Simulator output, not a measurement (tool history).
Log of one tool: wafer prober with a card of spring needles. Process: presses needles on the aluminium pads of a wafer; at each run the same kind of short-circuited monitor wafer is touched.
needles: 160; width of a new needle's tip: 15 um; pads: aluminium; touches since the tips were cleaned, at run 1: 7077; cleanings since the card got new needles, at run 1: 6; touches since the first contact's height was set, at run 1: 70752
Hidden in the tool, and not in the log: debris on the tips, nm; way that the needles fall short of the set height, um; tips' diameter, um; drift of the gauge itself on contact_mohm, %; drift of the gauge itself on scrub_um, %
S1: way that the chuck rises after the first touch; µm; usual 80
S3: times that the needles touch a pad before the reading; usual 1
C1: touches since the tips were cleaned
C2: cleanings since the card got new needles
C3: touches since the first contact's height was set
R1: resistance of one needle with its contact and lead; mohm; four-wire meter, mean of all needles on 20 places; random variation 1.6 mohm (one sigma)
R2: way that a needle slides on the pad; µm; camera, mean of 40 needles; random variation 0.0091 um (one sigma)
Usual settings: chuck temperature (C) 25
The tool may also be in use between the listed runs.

Run 1, hour 0: usual settings; C1 7077; C2 6; C3 70752. Result: R1 159 mohm, R2 12.429 µm.
At hour 3.4: tips cleaned on abrasive film.
At hour 20.7: tips cleaned on abrasive film.
Run 2, hour 34.7: usual settings; C1 8856; C2 8; C3 92617. Result: R1 160 mohm, R2 12.437 µm.
At hour 38.3: tips cleaned on abrasive film.
At hour 55.6: tips cleaned on abrasive film.
At hour 73: tips cleaned on abrasive film.
Run 3, hour 80.4: usual settings; C1 4683; C2 11; C3 121429. Result: R1 161 mohm, R2 12.416 µm.
At hour 87.5: tips cleaned on abrasive film.
At hour 98.4: height of the first contact set anew.
At hour 105.5: tips cleaned on abrasive film.
Run 4, hour 117.3: usual settings; C1 7451; C2 13; C3 11903. Result: R1 154 mohm, R2 12.405 µm.
At hour 120.9: tips cleaned on abrasive film.
At hour 136.5: tips cleaned on abrasive film.
At hour 152.8: tips cleaned on abrasive film.
At hour 170.2: tips cleaned on abrasive film.
Run 5, hour 179.1: usual settings; C1 5696; C2 17; C3 50888. Result: R1 158 mohm, R2 12.404 µm.
At hour 185.6: tips cleaned on abrasive film.
At hour 203.3: tips cleaned on abrasive film.
Run 6, hour 212.5: usual settings; C1 5857; C2 19; C3 71929. Result: R1 153 mohm, R2 12.401 µm.
At hour 218.4: tips cleaned on abrasive film.
At hour 234.8: tips cleaned on abrasive film.
At hour 249.8: tips cleaned on abrasive film.
Run 7, hour 249.8: usual settings; C1 0; C2 22; C3 95399. Result: R1 157 mohm, R2 12.388 µm.
At hour 264: tips cleaned on abrasive film.
At hour 280.9: tips cleaned on abrasive film.
Run 8, hour 284.5: usual settings; C1 2290; C2 24; C3 117240. Result: R1 155 mohm, R2 12.398 µm.
At hour 298.5: tips cleaned on abrasive film.
At hour 308.6: height of the first contact set anew.
At hour 315.2: tips cleaned on abrasive film.
At hour 332.9: tips cleaned on abrasive film.
Run 9, hour 332.9: usual settings; C1 0; C2 27; C3 15276. Result: R1 154 mohm, R2 12.359 µm.
At hour 349.7: tips cleaned on abrasive film.
At hour 363.8: tips cleaned on abrasive film.
At hour 381.1: tips cleaned on abrasive film.
Run 10, hour 381.1: usual settings; C1 0; C2 30; C3 45656. Result: R1 158 mohm, R2 12.357 µm.
At hour 398.6: tips cleaned on abrasive film.
At hour 415.9: tips cleaned on abrasive film.
Run 11, hour 421.7: usual settings; C1 3697; C2 32; C3 71263. Result: R1 157 mohm, R2 12.335 µm.
At hour 432.1: tips cleaned on abrasive film.
At hour 449: tips cleaned on abrasive film.
At hour 466.3: tips cleaned on abrasive film.
At hour 483.1: tips cleaned on abrasive film.
Run 12, hour 484.3: usual settings; C1 736; C2 36; C3 110699. Result: R1 156 mohm, R2 12.348 µm.
At hour 498: tips cleaned on abrasive film.
At hour 515.3: tips cleaned on abrasive film.
At hour 519.1: height of the first contact set anew.
Run 13, hour 527.5: usual settings; C1 7566; C2 38; C3 5339. Result: R1 158 mohm, R2 12.338 µm.
At hour 530.9: tips cleaned on abrasive film.
At hour 548.3: tips cleaned on abrasive film.
At hour 562.4: tips cleaned on abrasive film.
At hour 578.7: tips cleaned on abrasive film.
Run 14, hour 579.3: usual settings but chuck temperature (C) 82; C1 390; C2 42; C3 37962. Result: R1 169 mohm, R2 12.315 µm.
At hour 593.5: tips cleaned on abrasive film.
At hour 610.3: tips cleaned on abrasive film.
Run 15, hour 612.4: usual settings but chuck temperature (C) 82; C1 1309; C2 44; C3 58798. Result: R1 166 mohm, R2 12.305 µm.
At hour 626.3: tips cleaned on abrasive film.
At hour 640.5: tips cleaned on abrasive film.
At hour 656.3: tips cleaned on abrasive film.
Run 16, hour 656.3: usual settings but S1 79 µm, chuck temperature (C) 27; C1 0; C2 47; C3 86459. Result: R1 159 mohm, R2 12.145 µm.
At hour 673.6: tips cleaned on abrasive film.
At hour 689.5: tips cleaned on abrasive film.
Run 17, hour 689.5: usual settings but S1 97 µm; C1 0; C2 49; C3 107362. Result: R1 157 mohm, R2 14.901 µm.
At hour 706.8: tips cleaned on abrasive film.
At hour 722.9: tips cleaned on abrasive film.
At hour 730.2: height of the first contact set anew.
At hour 737.3: tips cleaned on abrasive film.
Run 18, hour 750.3: usual settings but S1 90 µm, chuck temperature (C) 31, S3 2; C1 8211; C2 52; C3 12665. Result: R1 155 mohm, R2 13.822 µm.
At hour 753.9: tips cleaned on abrasive film.
At hour 770: tips cleaned on abrasive film.
At hour 787.6: tips cleaned on abrasive film.
At hour 804.3: tips cleaned on abrasive film.
Run 19, hour 811.8: usual settings but S1 90 µm, chuck temperature (C) 31, S3 2; C1 4735; C2 56; C3 51391. Result: R1 154 mohm, R2 13.8 µm.
At hour 818.9: tips cleaned on abrasive film.
At hour 836.2: tips cleaned on abrasive film.
At hour 852.8: tips cleaned on abrasive film.
Run 20, hour 861.2: usual settings but S1 86 µm, chuck temperature (C) 31; C1 5326; C2 59; C3 82565. Result: R1 158 mohm, R2 13.18 µm.
At hour 867.6: tips cleaned on abrasive film.
At hour 884.2: tips cleaned on abrasive film.
At hour 901.5: tips cleaned on abrasive film.
Run 21, hour 908.6: usual settings but S1 86 µm, chuck temperature (C) 31, S3 2; C1 4512; C2 62; C3 112397. Result: R1 159 mohm, R2 13.169 µm.
At hour 918.3: tips cleaned on abrasive film.
At hour 935.8: tips cleaned on abrasive film.
At hour 943.1: height of the first contact set anew.
Run 22, hour 948.1: usual settings but S1 64 µm, chuck temperature (C) 36, S3 3; C1 7579; C2 64; C3 3127. Result: R1 160 mohm, R2 9.8 µm.
At hour 951.1: tips cleaned on abrasive film.
At hour 967.5: tips cleaned on abrasive film.
At hour 981.6: tips cleaned on abrasive film.
Run 23, hour 986.6: usual settings but S3 2; C1 3154; C2 67; C3 27381. Result: R1 158 mohm, R2 12.23 µm.
At hour 997.3: tips cleaned on abrasive film.
At hour 1014.7: tips cleaned on abrasive film.
At hour 1032.3: tips cleaned on abrasive film.
Run 24, hour 1041.7: usual settings; C1 5976; C2 70; C3 62141. Result: R1 157 mohm, R2 12.232 µm.
At hour 1048.7: tips cleaned on abrasive film.
At hour 1065.9: tips cleaned on abrasive film.
At hour 1083: tips cleaned on abrasive film.
At hour 1100.6: tips cleaned on abrasive film.
Run 25, hour 1105.6: usual settings but chuck temperature (C) 124, S3 3; C1 3160; C2 74; C3 102379. Result: R1 174 mohm, R2 12.208 µm.
At hour 1116.2: tips cleaned on abrasive film.
At hour 1133.5: tips cleaned on abrasive film.
At hour 1150.3: tips cleaned on abrasive film.
Run 26, hour 1152: usual settings but S1 95 µm, S3 2; C1 1133; C2 77; C3 131633. Result: R1 153 mohm, R2 14.487 µm.
At hour 1155.9: height of the first contact set anew.
At hour 1166: tips cleaned on abrasive film.
At hour 1183.4: tips cleaned on abrasive film.
Run 27, hour 1191.1: usual settings but chuck temperature (C) 26; C1 4903; C2 79; C3 22209. Result: R1 153 mohm, R2 12.181 µm.
At hour 1198.2: tips cleaned on abrasive film.
At hour 1214.9: tips cleaned on abrasive film.
Run 28, hour 1221.8: usual settings but S1 76 µm, chuck temperature (C) 32; C1 4380; C2 81; C3 41541. Result: R1 158 mohm, R2 11.562 µm.

Forecast each of these 3 alternatives for the next run:
At hour 1232.1: tips cleaned on abrasive film.
At hour 1248.3: tips cleaned on abrasive film.
Run A, hour 1249: usual settings but S1 98 µm, chuck temperature (C) 32, S3 2; C1 455; C2 83; C3 58701. Result: R1 ?, R2 ?.
At hour 1232.1: tips cleaned on abrasive film.
At hour 1248.3: tips cleaned on abrasive film.
Run B, hour 1249: usual settings but S1 69 µm; C1 455; C2 83; C3 58701. Result: R1 ?, R2 ?.
At hour 1232.1: tips cleaned on abrasive film.
At hour 1248.3: tips cleaned on abrasive film.
Run C, hour 1249: usual settings but S1 64 µm, chuck temperature (C) 32; C1 455; C2 83; C3 58701. Result: R1 ?, R2 ?.

run   R1      R2
  A  156  14.927
  B  159  10.504
  C  159   9.754
Without the tool's hidden state the same runs would have given:
run   R1      R2
  A  156  15.236
  B  159  10.721
  C  159   9.956

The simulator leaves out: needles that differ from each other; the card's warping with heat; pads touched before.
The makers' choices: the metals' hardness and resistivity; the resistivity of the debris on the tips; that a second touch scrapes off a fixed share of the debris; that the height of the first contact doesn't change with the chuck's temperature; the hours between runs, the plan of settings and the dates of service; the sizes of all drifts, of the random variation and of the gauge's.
